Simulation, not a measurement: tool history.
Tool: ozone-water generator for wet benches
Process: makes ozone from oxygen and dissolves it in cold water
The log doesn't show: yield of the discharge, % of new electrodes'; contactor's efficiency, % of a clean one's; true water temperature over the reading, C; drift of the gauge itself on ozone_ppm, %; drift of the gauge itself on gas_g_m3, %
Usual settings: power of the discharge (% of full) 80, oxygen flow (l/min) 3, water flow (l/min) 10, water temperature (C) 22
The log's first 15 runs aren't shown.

run	day	power of the discharge (% of full)	oxygen flow (l/min)	water flow (l/min)	water temperature (C)	hours of work since the electrodes were changed	hours of work since the contactor was cleaned	hours of work since the thermometer was calibrated	dissolved ozone (ppm)	ozone in the gas ahead of the water (g/m3)
16	94.133	80	3	10	22	7114	1217	5337	15.2	167.2
17	100.771	80	3.96	10	25	7250	1353	5473	14	144.6
18	104.954	47	3.96	10	25	7335	1439	5559	11	113.5
19	110.396	80	3	10	26	7447	1550	5670	13.8	165.7
# day 117.321: water thermometer calibrated
20	117.379	72	2.74	9	21	7589	1692	1	15.6	162.5
21	122.454	54	5.25	7	18	7693	1796	105	16.3	103.5
22	128.246	80	3.44	10	22	7811	1915	223	15	152.7
23	136.562	44	3.56	8	28	7981	2085	394	11.5	112.7
24	140.717	44	1.61	8	24	8066	2170	478	12.6	164.2

Run 25 comes next. What will it give?
25	144.975	80	3	10	25	8153	2257	566	?	?

{"run 25": {"dissolved ozone (ppm)": 13.7, "ozone in the gas ahead of the water (g/m3)": 160.9}}
Without the tool's hidden state the same run would have given dissolved ozone (ppm) 18.9, ozone in the gas ahead of the water (g/m3) 211.5.

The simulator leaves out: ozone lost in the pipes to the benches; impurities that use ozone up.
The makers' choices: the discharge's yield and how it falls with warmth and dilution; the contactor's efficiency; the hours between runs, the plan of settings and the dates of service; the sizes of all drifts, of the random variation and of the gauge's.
